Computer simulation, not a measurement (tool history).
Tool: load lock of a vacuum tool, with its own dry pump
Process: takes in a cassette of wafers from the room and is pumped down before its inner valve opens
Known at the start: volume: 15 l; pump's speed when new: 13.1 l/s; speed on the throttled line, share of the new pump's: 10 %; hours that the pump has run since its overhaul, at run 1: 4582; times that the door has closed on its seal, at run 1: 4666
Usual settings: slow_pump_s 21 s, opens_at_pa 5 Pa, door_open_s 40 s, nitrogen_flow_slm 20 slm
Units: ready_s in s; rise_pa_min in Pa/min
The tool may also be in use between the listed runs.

| run | hour | slow_pump_s | opens_at_pa | door_open_s | nitrogen_flow_slm | hours that the pump has run since its overhaul | times that the door has closed on its seal | incoming humidity of the room's air, % | ready_s | rise_pa_min |
|---|---|---|---|---|---|---|---|---|---|---|
| 1 | 0 | 21 | 5 | 40 | 20 | 4582 | 4666 | 41.4 | 30.4 | 0.032 |
| 2 | 63.1 | 21 | 5 | 40 | 20 | 4645 | 4959 | 44.8 | 30.4 | 0.049 |
| 3 | 136.5 | 21 | 5 | 167 | 20 | 4718 | 5301 | 40.8 | 30.3 | 0.061 |
| 4 | 190.6 | 21 | 5 | 167 | 20 | 4772 | 5552 | 42 | 30.1 | 0.065 |
| 5 | 278.9 | 21 | 5 | 40 | 20 | 4861 | 5963 | 43.6 | 30.3 | 0.039 |
| 6 | 331.8 | 21 | 5 | 40 | 20 | 4913 | 6209 | 44 | 30.1 | 0.042 |
| 7 | 404.2 | 15 | 5 | 40 | 20 | 4986 | 6546 | 45.7 | 24.7 | 0.044 |
| 8 | 484.7 | 15 | 5 | 40 | 20 | 5066 | 6920 | 46.3 | 24.5 | 0.042 |
| 9 | 591.5 | 21 | 5 | 40 | 20 | 5173 | 7417 | 46.1 | 30.4 | 0.04 |
| 10 | 704.1 | 21 | 7 | 40 | 20 | 5286 | 7940 | 44.9 | 30.2 | 0.039 |

Forecast run 11:
| 11 | 770 | 21 | 5 | 32 | 20 | 5352 | 8247 | 45.1 | ? | ? |

Run 11 gave ready_s 30.1 s, rise_pa_min 0.043 Pa/min.
Without the tool's hidden state the same run would have given ready_s 30.1 s, rise_pa_min 0.043 Pa/min.

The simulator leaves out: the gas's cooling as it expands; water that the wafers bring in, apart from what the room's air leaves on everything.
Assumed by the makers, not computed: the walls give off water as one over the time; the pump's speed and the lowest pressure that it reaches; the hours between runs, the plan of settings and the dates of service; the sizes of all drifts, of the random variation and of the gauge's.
